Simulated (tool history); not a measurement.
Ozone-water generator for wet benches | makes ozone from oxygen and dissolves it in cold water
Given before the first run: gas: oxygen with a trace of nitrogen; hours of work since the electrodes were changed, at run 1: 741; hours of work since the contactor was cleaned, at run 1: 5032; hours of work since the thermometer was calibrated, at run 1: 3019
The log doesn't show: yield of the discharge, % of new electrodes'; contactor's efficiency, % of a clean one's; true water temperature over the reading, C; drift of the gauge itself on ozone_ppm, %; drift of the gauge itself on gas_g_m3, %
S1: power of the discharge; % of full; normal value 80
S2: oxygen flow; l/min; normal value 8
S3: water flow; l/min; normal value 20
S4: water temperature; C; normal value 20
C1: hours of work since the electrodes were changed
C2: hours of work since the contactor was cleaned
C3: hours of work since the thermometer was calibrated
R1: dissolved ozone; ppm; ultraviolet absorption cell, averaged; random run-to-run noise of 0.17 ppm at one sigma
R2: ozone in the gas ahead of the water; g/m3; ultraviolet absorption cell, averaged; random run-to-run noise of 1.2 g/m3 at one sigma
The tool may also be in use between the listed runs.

| run | hour | S1 | S2 | S3 | S4 | C1 | C2 | C3 | R1 | R2 |
|---|---|---|---|---|---|---|---|---|---|---|
| 1 | 0 | 80 | 8 | 20 | 20 | 741 | 5032 | 3019 | 21.2 | 215.6 |
| 2 | 47.7 | 80 | 8 | 20 | 17 | 779 | 5069 | 3056 | 22.8 | 216.6 |
| 3 | 77.6 | 80 | 8 | 12 | 20 | 802 | 5092 | 3079 | 29.3 | 217.6 |
| 4 | 138.5 | 80 | 8 | 12 | 20 | 849 | 5140 | 3127 | 29.7 | 214.6 |
| 5 | 182.5 | 80 | 8 | 12 | 20 | 884 | 5174 | 3161 | 29.6 | 215 |
| 6 | 222.4 | 80 | 8 | 12 | 20 | 915 | 5205 | 3192 | 29.5 | 217.3 |
| 7 | 274.7 | 80 | 8 | 12 | 20 | 956 | 5246 | 3233 | 29.1 | 214 |
| 8 | 331 | 80 | 8 | 20 | 19 | 999 | 5290 | 3277 | 22.1 | 216.1 |
| 9 | 392.3 | 80 | 8 | 20 | 19 | 1047 | 5338 | 3324 | 22.2 | 213.3 |
| 10 | 452.5 | 80 | 8 | 20 | 19 | 1094 | 5385 | 3371 | 21.9 | 214 |
| 11 | 511 | 80 | 8 | 25 | 20 | 1140 | 5430 | 3417 | 18.2 | 214.1 |
| 12 | 566.4 | 80 | 5.44 | 20 | 20 | 1183 | 5474 | 3460 | 20.1 | 240.2 |
|  | 577.1 | contactor cleaned |
| 13 | 601.7 | 80 | 7.91 | 25 | 20 | 1207 | 19 | 3485 | 17.8 | 213.3 |
| 14 | 631.8 | 80 | 7.91 | 25 | 20 | 1231 | 43 | 3508 | 17.9 | 214.6 |
| 15 | 686.4 | 47 | 9.63 | 25 | 21 | 1274 | 85 | 3551 | 13.8 | 151 |
| 16 | 738.8 | 53 | 8 | 13 | 20 | 1314 | 126 | 3592 | 22.2 | 168.7 |
| 17 | 800.4 | 53 | 8 | 13 | 20 | 1362 | 174 | 3640 | 22.5 | 169.7 |
| 18 | 870.9 | 53 | 4.29 | 13 | 14 | 1417 | 229 | 3695 | 23.1 | 206.4 |
| 19 | 934.9 | 57 | 9.1 | 20 | 20 | 1467 | 279 | 3745 | 17.8 | 171.2 |
| 20 | 987 | 80 | 8 | 27 | 20 | 1508 | 320 | 3785 | 16.8 | 213.1 |
|  | 1017.8 | contactor cleaned, once more |
| 21 | 1060.7 | 70 | 8 | 20 | 24 | 1562 | 33 | 3840 | 18.9 | 198.8 |

Results for each run, recomputed without the tool's hidden state and with each run's random variation untouched:
| run | R1 | R2 |
|---|---|---|
| 1 | 22 | 217.6 |
| 2 | 23.7 | 218.8 |
| 3 | 30.4 | 219.9 |
| 4 | 30.8 | 217.1 |
| 5 | 30.8 | 217.6 |
| 6 | 30.7 | 220.1 |
| 7 | 30.4 | 217 |
| 8 | 23.1 | 219.3 |
| 9 | 23.2 | 216.7 |
| 10 | 22.9 | 217.6 |
| 11 | 19.2 | 217.9 |
| 12 | 21.1 | 244.7 |
| 13 | 19 | 217.4 |
| 14 | 19.1 | 218.8 |
| 15 | 14.7 | 153.3 |
| 16 | 23.5 | 171.6 |
| 17 | 23.8 | 172.7 |
| 18 | 24.5 | 210.3 |
| 19 | 19 | 174.7 |
| 20 | 18.1 | 218.5 |
| 21 | 19.6 | 203.9 |
